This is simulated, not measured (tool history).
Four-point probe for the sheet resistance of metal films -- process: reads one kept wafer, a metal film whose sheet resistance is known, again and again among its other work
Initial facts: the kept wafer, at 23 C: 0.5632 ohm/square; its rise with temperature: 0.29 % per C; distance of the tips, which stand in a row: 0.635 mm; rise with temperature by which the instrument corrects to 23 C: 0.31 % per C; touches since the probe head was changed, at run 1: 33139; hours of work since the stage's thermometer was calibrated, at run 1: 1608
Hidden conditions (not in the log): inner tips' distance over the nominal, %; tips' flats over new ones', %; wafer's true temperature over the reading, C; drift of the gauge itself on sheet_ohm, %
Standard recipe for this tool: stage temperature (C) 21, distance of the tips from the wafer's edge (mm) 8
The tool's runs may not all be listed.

run,day,stage temperature (C),distance of the tips from the wafer's edge (mm),touches since the probe head was changed,hours of work since the stage's thermometer was calibrated,sheet resistance as the instrument gives it (ohm/square)
1,0,21,8,33139,1608,0.56694
2,1.6,21,8,34677,1632,0.567323
3,2.488,21,8,35532,1645,0.567144
4,4.542,21,8,37511,1677,0.567157
5,5.383,21,8,38321,1689,0.567338
6,6.842,21,8,39726,1712,0.567273
7,8.538,21,8,41360,1738,0.567619
# day 8.954: stage's thermometer calibrated
8,10.508,21,8,43237,24,0.567572
9,12.183,23,8,44848,49,0.567789
10,13.912,23,8,46514,75,0.567687
# day 15.083: stage's thermometer calibrated, once more
11,15.579,29,8,48097,8,0.566265
12,16.625,21,8,49105,23,0.567049
13,18.012,21,8,50441,45,0.566998
14,20.062,21,8,52414,76,0.567141
15,21.7,21,8,53991,101,0.567314
16,22.596,19,29,54853,114,0.565655
17,24.033,22,29,56238,136,0.565335
18,25.758,22,29,57896,162,0.565561
19,27.779,22,29,59846,193,0.565608
20,29.158,25,65,61173,214,0.565343
21,30.229,28,24,62204,230,0.565469
22,31.838,33,9,63750,255,0.56652
23,32.733,28,31,64613,269,0.565198
24,34.125,28,47,65954,290,0.565188
25,35.879,18,13,67643,316,0.566768
26,36.779,22,13,68509,330,0.566645
27,38.488,20,5,70152,356,0.571099
28,40.321,33,62,71917,384,0.564933
29,41.912,20,9,73452,408,0.567898

Below are 4 alternative next runs, each starting from the tool's condition after run 29. Predict each:
A,43.629,30,8,75106,434,?
B,43.629,25,9,75106,434,?
C,43.629,33,74,75106,434,?
D,43.629,24,11,75106,434,?

run,sheet resistance as the instrument gives it (ohm/square)
A,0.56757
B,0.567314
C,0.565214
D,0.567015
Stripped of hidden state, with their random variation kept, the same runs would have yielded:
run,sheet resistance as the instrument gives it (ohm/square)
A,0.564684
B,0.564424
C,0.562341
D,0.564125
